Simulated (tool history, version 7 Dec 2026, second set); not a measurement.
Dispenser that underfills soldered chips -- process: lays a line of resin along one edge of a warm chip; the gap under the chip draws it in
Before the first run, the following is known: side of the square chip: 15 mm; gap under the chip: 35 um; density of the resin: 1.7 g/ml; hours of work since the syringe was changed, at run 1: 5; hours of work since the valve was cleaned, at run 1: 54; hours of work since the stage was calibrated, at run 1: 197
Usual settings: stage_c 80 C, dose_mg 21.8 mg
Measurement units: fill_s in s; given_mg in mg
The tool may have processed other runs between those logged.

run,hour,stage_c,dose_mg,hours of work since the syringe was changed,hours of work since the valve was cleaned,hours of work since the stage was calibrated,fill_s,given_mg
1,0,80,21.8,5,54,197,633.5,20.73
# hour 1.2: new syringe of resin
2,7.4,80,21.8,4,59,202,586.4,20.65
# hour 10.4: new syringe of resin
# hour 13.8: dispensing valve cleaned and set on the balance
3,17.4,80,21.8,4,3,208,576.5,21.79
# hour 20.8: new syringe of resin
4,28.1,80,26.4,5,10,215,631.1,26.23
# hour 30: new syringe of resin
# hour 39.1: new syringe of resin
5,40,80,26.4,1,18,223,428.4,26.04
# hour 48.5: new syringe of resin
6,52.5,80,26.4,3,26,232,509.4,25.89
# hour 57.9: new syringe of resin
7,59.4,72,22.3,1,31,236,666,21.77
# hour 66.8: new syringe of resin
8,71.6,71,19.2,3,40,245,867.7,18.54
# hour 75.9: new syringe of resin
9,79.7,71,19.2,3,45,250,823.5,18.31
# hour 85.4: new syringe of resin
10,91.9,78,21.8,5,53,259,670.2,20.75
# hour 94.6: new syringe of resin
11,102.8,67,19.7,6,61,266,1347.8,18.58

Alternative continuations, all from the tool just after run 11; predict every row:
# hour 104.2: new syringe of resin
# hour 106.4: dispensing valve cleaned and set on the balance
# hour 114.9: new syringe of resin
A,117.1,67,25,2,7,275,?,?
# hour 104.2: new syringe of resin
# hour 106.4: dispensing valve cleaned and set on the balance
# hour 114.9: new syringe of resin
B,117.1,74,21.8,2,7,275,?,?
# hour 104.2: new syringe of resin
# hour 106.4: dispensing valve cleaned and set on the balance
# hour 114.9: new syringe of resin
C,117.1,67,26.9,2,7,275,?,?
# hour 104.2: new syringe of resin
# hour 106.4: dispensing valve cleaned and set on the balance
# hour 114.9: new syringe of resin
D,117.1,88,20.1,2,7,275,?,?
# hour 104.2: new syringe of resin
# hour 106.4: dispensing valve cleaned and set on the balance
# hour 114.9: new syringe of resin
E,117.1,88,28.2,2,7,275,?,?

run,fill_s,given_mg
A,920,24.71
B,630.2,21.58
C,890.6,26.38
D,317.1,19.73
E,309.6,27.86
The same runs, with their run-to-run variation unchanged, on a tool lacking any hidden condition would have given:
run,fill_s,given_mg
A,735.3,25.01
B,504.8,21.85
C,712,26.7
D,255.3,19.97
E,249.7,28.2
